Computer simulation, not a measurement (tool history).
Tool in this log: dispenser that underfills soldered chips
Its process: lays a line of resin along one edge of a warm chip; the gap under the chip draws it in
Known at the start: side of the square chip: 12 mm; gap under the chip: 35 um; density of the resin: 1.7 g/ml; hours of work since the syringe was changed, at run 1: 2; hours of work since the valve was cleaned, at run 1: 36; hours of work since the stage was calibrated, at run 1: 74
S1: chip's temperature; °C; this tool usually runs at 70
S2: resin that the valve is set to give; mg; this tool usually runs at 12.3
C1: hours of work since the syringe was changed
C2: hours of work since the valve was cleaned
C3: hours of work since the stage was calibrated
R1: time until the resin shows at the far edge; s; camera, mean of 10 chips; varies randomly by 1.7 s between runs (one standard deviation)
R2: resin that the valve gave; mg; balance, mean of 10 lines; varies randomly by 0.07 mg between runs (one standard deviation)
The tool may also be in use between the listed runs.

{"run": 1, "hour": 0.0, "S1": 70, "S2": 12.3, "C1": 2, "C2": 36, "C3": 74, "R1": 203.9, "R2": 11.84}
{"run": 2, "hour": 5.7, "S1": 70, "S2": 12.3, "C1": 7, "C2": 40, "C3": 79, "R1": 256.3, "R2": 11.83}
{"hour": 6.9, "done": "new syringe of resin"}
{"run": 3, "hour": 12.9, "S1": 70, "S2": 12.3, "C1": 5, "C2": 46, "C3": 84, "R1": 225.6, "R2": 11.81}
{"hour": 17.1, "done": "new syringe of resin"}
{"run": 4, "hour": 18.7, "S1": 70, "S2": 12.3, "C1": 1, "C2": 50, "C3": 88, "R1": 185.7, "R2": 11.61}
{"run": 5, "hour": 26.2, "S1": 70, "S2": 12.3, "C1": 7, "C2": 55, "C3": 94, "R1": 255.2, "R2": 11.74}
{"hour": 27.1, "done": "new syringe of resin"}
{"hour": 29.7, "done": "dispensing valve cleaned and set on the balance"}
{"run": 6, "hour": 33.7, "S1": 70, "S2": 12.3, "C1": 4, "C2": 3, "C3": 98, "R1": 220.0, "R2": 12.25}
{"hour": 38.0, "done": "new syringe of resin"}
{"run": 7, "hour": 42.1, "S1": 55, "S2": 12.3, "C1": 3, "C2": 9, "C3": 104, "R1": 374.8, "R2": 12.14}
{"hour": 47.9, "done": "new syringe of resin"}
{"run": 8, "hour": 47.9, "S1": 55, "S2": 12.3, "C1": 0, "C2": 13, "C3": 108, "R1": 318.6, "R2": 12.09}
{"hour": 57.6, "done": "new syringe of resin"}
{"run": 9, "hour": 57.7, "S1": 77, "S2": 12.3, "C1": 0, "C2": 21, "C3": 116, "R1": 136.1, "R2": 12.02}
{"run": 10, "hour": 65.0, "S1": 77, "S2": 12.3, "C1": 6, "C2": 26, "C3": 121, "R1": 180.9, "R2": 11.93}
{"hour": 67.3, "done": "new syringe of resin"}
{"run": 11, "hour": 72.6, "S1": 77, "S2": 12.3, "C1": 4, "C2": 32, "C3": 127, "R1": 167.5, "R2": 11.81}
{"hour": 77.4, "done": "new syringe of resin"}
{"run": 12, "hour": 82.3, "S1": 70, "S2": 12.3, "C1": 4, "C2": 39, "C3": 134, "R1": 216.2, "R2": 11.7}
{"hour": 87.5, "done": "new syringe of resin"}
{"run": 13, "hour": 90.1, "S1": 69, "S2": 12.3, "C1": 2, "C2": 44, "C3": 140, "R1": 205.0, "R2": 11.76}
{"run": 14, "hour": 94.7, "S1": 69, "S2": 11.7, "C1": 5, "C2": 48, "C3": 143, "R1": 249.1, "R2": 11.21}
{"hour": 97.6, "done": "new syringe of resin"}
{"run": 15, "hour": 102.2, "S1": 69, "S2": 13.8, "C1": 4, "C2": 53, "C3": 148, "R1": 218.3, "R2": 13.09}
{"hour": 107.9, "done": "new syringe of resin"}
{"hour": 108.9, "done": "dispensing valve cleaned and set on the balance"}
{"run": 16, "hour": 113.0, "S1": 69, "S2": 13.8, "C1": 3, "C2": 3, "C3": 156, "R1": 216.1, "R2": 13.74}
{"hour": 119.0, "done": "new syringe of resin"}
{"run": 17, "hour": 122.3, "S1": 70, "S2": 12.3, "C1": 2, "C2": 10, "C3": 162, "R1": 197.8, "R2": 12.19}
{"run": 18, "hour": 127.9, "S1": 70, "S2": 12.3, "C1": 7, "C2": 14, "C3": 167, "R1": 255.5, "R2": 12.23}
{"hour": 129.0, "done": "new syringe of resin"}
{"run": 19, "hour": 136.9, "S1": 70, "S2": 15.9, "C1": 6, "C2": 21, "C3": 173, "R1": 239.7, "R2": 15.79}
{"hour": 139.2, "done": "new syringe of resin"}
{"run": 20, "hour": 145.3, "S1": 70, "S2": 15.9, "C1": 5, "C2": 27, "C3": 179, "R1": 224.3, "R2": 15.53}
{"hour": 149.2, "done": "new syringe of resin"}
{"run": 21, "hour": 152.4, "S1": 70, "S2": 15.9, "C1": 2, "C2": 32, "C3": 185, "R1": 201.4, "R2": 15.51}
{"hour": 159.6, "done": "new syringe of resin"}
{"run": 22, "hour": 161.8, "S1": 70, "S2": 15.9, "C1": 2, "C2": 39, "C3": 191, "R1": 188.1, "R2": 15.41}
{"hour": 169.7, "done": "new syringe of resin"}
{"run": 23, "hour": 170.7, "S1": 73, "S2": 15.2, "C1": 1, "C2": 45, "C3": 198, "R1": 160.2, "R2": 14.63}
{"run": 24, "hour": 177.6, "S1": 68, "S2": 14.5, "C1": 6, "C2": 51, "C3": 203, "R1": 261.0, "R2": 13.85}
{"hour": 179.5, "done": "new syringe of resin"}
{"run": 25, "hour": 181.9, "S1": 67, "S2": 12.7, "C1": 2, "C2": 54, "C3": 206, "R1": 221.8, "R2": 12.14}
{"hour": 187.4, "done": "dispensing valve cleaned and set on the balance"}
{"run": 26, "hour": 187.7, "S1": 64, "S2": 14.7, "C1": 5, "C2": 0, "C3": 210, "R1": 301.6, "R2": 14.78}
{"hour": 190.3, "done": "new syringe of resin"}
{"run": 27, "hour": 196.3, "S1": 66, "S2": 12.3, "C1": 5, "C2": 6, "C3": 216, "R1": 268.7, "R2": 12.31}
{"hour": 200.1, "done": "new syringe of resin"}
{"run": 28, "hour": 204.7, "S1": 66, "S2": 12.3, "C1": 3, "C2": 13, "C3": 222, "R1": 250.0, "R2": 12.16}
{"run": 29, "hour": 208.9, "S1": 83, "S2": 11.9, "C1": 7, "C2": 16, "C3": 225, "R1": 162.2, "R2": 11.79}
{"hour": 210.0, "done": "new syringe of resin"}
{"run": 30, "hour": 216.6, "S1": 75, "S2": 10.6, "C1": 5, "C2": 21, "C3": 231, "R1": 205.9, "R2": 10.37}
{"hour": 220.1, "done": "new syringe of resin"}
{"run": 31, "hour": 224.0, "S1": 60, "S2": 10.6, "C1": 3, "C2": 27, "C3": 236, "R1": 336.3, "R2": 10.35}
{"run": 32, "hour": 228.5, "S1": 77, "S2": 14.3, "C1": 6, "C2": 30, "C3": 240, "R1": 191.9, "R2": 13.73}
{"hour": 230.5, "done": "new syringe of resin"}
{"run": 33, "hour": 237.2, "S1": 77, "S2": 14.3, "C1": 5, "C2": 37, "C3": 246, "R1": 178.7, "R2": 13.76}
{"hour": 240.3, "done": "new syringe of resin"}
{"run": 34, "hour": 245.3, "S1": 77, "S2": 14.3, "C1": 4, "C2": 42, "C3": 252, "R1": 166.9, "R2": 13.83}
{"hour": 250.4, "done": "new syringe of resin"}
{"run": 35, "hour": 254.8, "S1": 79, "S2": 14.7, "C1": 3, "C2": 49, "C3": 259, "R1": 149.1, "R2": 13.99}

Each row is a separate what-if for the run after 35, all from the same tool condition, not one after another. Results?
{"hour": 260.5, "done": "new syringe of resin"}
{"run": "A", "hour": 264.7, "S1": 57, "S2": 10.7, "C1": 3, "C2": 57, "C3": 266, "R1": "?", "R2": "?"}
{"hour": 260.5, "done": "new syringe of resin"}
{"run": "B", "hour": 264.7, "S1": 72, "S2": 12.8, "C1": 3, "C2": 57, "C3": 266, "R1": "?", "R2": "?"}
{"hour": 260.5, "done": "new syringe of resin"}
{"run": "C", "hour": 264.7, "S1": 62, "S2": 12.3, "C1": 3, "C2": 57, "C3": 266, "R1": "?", "R2": "?"}
{"hour": 260.5, "done": "new syringe of resin"}
{"run": "D", "hour": 264.7, "S1": 79, "S2": 14.8, "C1": 3, "C2": 57, "C3": 266, "R1": "?", "R2": "?"}

run=A R1=379.3 R2=10.19
run=B R1=198.0 R2=12.23
run=C R1=292.7 R2=11.60
run=D R1=145.6 R2=14.14
With the hidden condition removed and each run's random variation left untouched, the same runs would have given:
run=A R1=298.0 R2=10.75
run=B R1=157.7 R2=12.90
run=C R1=232.1 R2=12.24
run=D R1=116.7 R2=14.92
